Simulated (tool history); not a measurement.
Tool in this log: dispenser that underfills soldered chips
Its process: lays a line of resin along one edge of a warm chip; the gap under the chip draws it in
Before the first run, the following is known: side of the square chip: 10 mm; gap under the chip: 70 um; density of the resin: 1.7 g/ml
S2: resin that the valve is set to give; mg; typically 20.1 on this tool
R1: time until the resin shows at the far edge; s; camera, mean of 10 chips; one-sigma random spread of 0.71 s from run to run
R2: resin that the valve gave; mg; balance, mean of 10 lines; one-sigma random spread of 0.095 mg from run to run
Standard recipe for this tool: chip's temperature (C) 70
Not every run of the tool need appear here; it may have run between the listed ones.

Run 1, hour 0: usual settings. Result: R1 80.3 s, R2 18.93 mg.
Run 2, hour 8.2: usual settings but chip's temperature (C) 72. Result: R1 91.6 s, R2 20.02 mg.
Run 3, hour 15.6: usual settings but chip's temperature (C) 72. Result: R1 70.8 s, R2 19.96 mg.
Run 4, hour 25.1: usual settings but S2 22.4 mg. Result: R1 64 s, R2 22.14 mg.
Run 5, hour 31.3: usual settings but S2 22.4 mg. Result: R1 78.3 s, R2 21.91 mg.
Run 6, hour 44.1: usual settings but S2 18.8 mg. Result: R1 73.8 s, R2 18.34 mg.
Run 7, hour 52.9: usual settings but S2 18.8 mg. Result: R1 96.7 s, R2 18.25 mg.
Run 8, hour 62.9: usual settings. Result: R1 79.2 s, R2 19.53 mg.
Run 9, hour 74.5: usual settings. Result: R1 67.7 s, R2 19.46 mg.
Run 10, hour 84.4: usual settings. Result: R1 96.2 s, R2 19.38 mg.
Run 11, hour 90.8: usual settings. Result: R1 68.8 s, R2 19.28 mg.
Run 12, hour 104.2: usual settings. Result: R1 64.3 s, R2 19.12 mg.
Run 13, hour 109.6: usual settings. Result: R1 75.5 s, R2 19.05 mg.
Run 14, hour 122.3: usual settings but chip's temperature (C) 78, S2 24.5 mg. Result: R1 45.4 s, R2 24.56 mg.
Run 15, hour 132.4: usual settings but chip's temperature (C) 85, S2 22.5 mg. Result: R1 45.1 s, R2 22.42 mg.
Run 16, hour 146.1: usual settings but chip's temperature (C) 63, S2 23.7 mg. Result: R1 123.3 s, R2 23.38 mg.
Run 17, hour 156.7: usual settings but chip's temperature (C) 63, S2 23.7 mg. Result: R1 104.6 s, R2 23.42 mg.
Run 18, hour 163.1: usual settings but chip's temperature (C) 79, S2 23.1 mg. Result: R1 55.9 s, R2 22.59 mg.
Run 19, hour 175.8: usual settings but S2 17.5 mg. Result: R1 84.5 s, R2 16.94 mg.
Run 20, hour 183.4: usual settings but chip's temperature (C) 59, S2 18.9 mg. Result: R1 199.2 s, R2 18.34 mg.
Run 21, hour 189.5: usual settings but S2 17.9 mg. Result: R1 78.4 s, R2 17.18 mg.
Run 22, hour 196.1: usual settings but S2 19.5 mg. Result: R1 95 s, R2 18.64 mg.
Run 23, hour 205: usual settings but chip's temperature (C) 83, S2 19.4 mg. Result: R1 40.1 s, R2 18.62 mg.

Missing from the log above: 15 entries noted between runs. For each, name the pair of listed runs it sits between and say how the tool's hidden condition differs from the listed run just before to the listed run just after:
Run 1 -> run 2: dispensing valve cleaned and set on the balance (hour 2.2)
  resin's viscosity, % of fresh resin's: 123.6 -> 157.6; dose that the valve gives, % of what is set: 94.72 -> 99.68; true chip temperature over the reading, C: -0.22 -> -0.21
  measured less the result without the state, R1: +16.5 -> +34.1 s; R2: -1.05 -> -0.06 mg
Run 2 -> run 3: new syringe of resin (hour 9.3)
  resin's viscosity, % of fresh resin's: 157.6 -> 121.6; dose that the valve gives, % of what is set: 99.68 -> 99.29; true chip temperature over the reading, C: -0.21 -> -0.2
  measured less the result without the state, R1: +34.1 -> +13.2 s; R2: -0.06 -> -0.15 mg
Run 3 -> run 4: new syringe of resin (hour 25.1)
  resin's viscosity, % of fresh resin's: 121.6 -> 99.7; dose that the valve gives, % of what is set: 99.29 -> 98.88; true chip temperature over the reading, C: -0.2 -> -0.19
  measured less the result without the state, R1: +13.2 -> +0.5 s; R2: -0.15 -> -0.25 mg
Run 5 -> run 6: new syringe of resin (hour 41)
  resin's viscosity, % of fresh resin's: 123.3 -> 110.6; dose that the valve gives, % of what is set: 98.57 -> 97.98; true chip temperature over the reading, C: -0.18 -> -0.16
  measured less the result without the state, R1: +15.4 -> +7.8 s; R2: -0.32 -> -0.37 mg
Run 7 -> run 8: new syringe of resin (hour 57.1)
  resin's viscosity, % of fresh resin's: 149.1 -> 120.8; dose that the valve gives, % of what is set: 97.55 -> 97.06; true chip temperature over the reading, C: -0.15 -> -0.13
  measured less the result without the state, R1: +32.7 -> +14.2 s; R2: -0.46 -> -0.59 mg
Run 8 -> run 9: new syringe of resin (hour 73.1)
  resin's viscosity, % of fresh resin's: 120.8 -> 105.2; dose that the valve gives, % of what is set: 97.06 -> 96.49; true chip temperature over the reading, C: -0.13 -> -0.12
  measured less the result without the state, R1: +14.2 -> +4 s; R2: -0.59 -> -0.71 mg
Run 10 -> run 11: new syringe of resin (hour 88.7)
  resin's viscosity, % of fresh resin's: 147.1 -> 107.2; dose that the valve gives, % of what is set: 95.98 -> 95.71; true chip temperature over the reading, C: -0.1 -> -0.09
  measured less the result without the state, R1: +31.4 -> +5.2 s; R2: -0.81 -> -0.86 mg
Run 11 -> run 12: new syringe of resin (hour 104.2)
  resin's viscosity, % of fresh resin's: 107.2 -> 98.8; dose that the valve gives, % of what is set: 95.71 -> 95.03; true chip temperature over the reading, C: -0.09 -> -0.08
  measured less the result without the state, R1: +5.2 -> -0.3 s; R2: -0.86 -> -1.01 mg
Run 13 -> run 14: dispensing valve cleaned and set on the balance (hour 114.4); new syringe of resin (hour 121)
  resin's viscosity, % of fresh resin's: 118.9 -> 105.3; dose that the valve gives, % of what is set: 94.76 -> 99.58; true chip temperature over the reading, C: -0.07 -> -0.05
  measured less the result without the state, R1: +12.6 -> +2.4 s; R2: -1.05 -> -0.11 mg
Run 15 -> run 16: new syringe of resin (hour 136.7)
  resin's viscosity, % of fresh resin's: 148.5 -> 135.2; dose that the valve gives, % of what is set: 99.12 -> 98.44; true chip temperature over the reading, C: -0.04 -> -0.02
  measured less the result without the state, R1: +14.8 -> +32.2 s; R2: -0.2 -> -0.37 mg
Run 16 -> run 17: new syringe of resin (hour 152.6)
  resin's viscosity, % of fresh resin's: 135.2 -> 112.8; dose that the valve gives, % of what is set: 98.44 -> 97.93; true chip temperature over the reading, C: -0.02 -> 0
  measured less the result without the state, R1: +32.2 -> +12 s; R2: -0.37 -> -0.49 mg
Run 18 -> run 19: new syringe of resin (hour 168.3)
  resin's viscosity, % of fresh resin's: 140.2 -> 130.2; dose that the valve gives, % of what is set: 97.62 -> 96.96; true chip temperature over the reading, C: 0.01 -> 0.02
  measured less the result without the state, R1: +16.1 -> +19.9 s; R2: -0.55 -> -0.53 mg
Run 20 -> run 21: new syringe of resin (hour 184.5)
  resin's viscosity, % of fresh resin's: 168.4 -> 119.5; dose that the valve gives, % of what is set: 96.55 -> 96.25; true chip temperature over the reading, C: 0.03 -> 0.04
  measured less the result without the state, R1: +81.3 -> +13.1 s; R2: -0.66 -> -0.67 mg
Run 22 -> run 23: new syringe of resin (hour 200.1)
  resin's viscosity, % of fresh resin's: 149.1 -> 116.8; dose that the valve gives, % of what is set: 95.91 -> 95.51; true chip temperature over the reading, C: 0.05 -> 0.06
  measured less the result without the state, R1: +31.6 -> +5.7 s; R2: -0.8 -> -0.88 mg

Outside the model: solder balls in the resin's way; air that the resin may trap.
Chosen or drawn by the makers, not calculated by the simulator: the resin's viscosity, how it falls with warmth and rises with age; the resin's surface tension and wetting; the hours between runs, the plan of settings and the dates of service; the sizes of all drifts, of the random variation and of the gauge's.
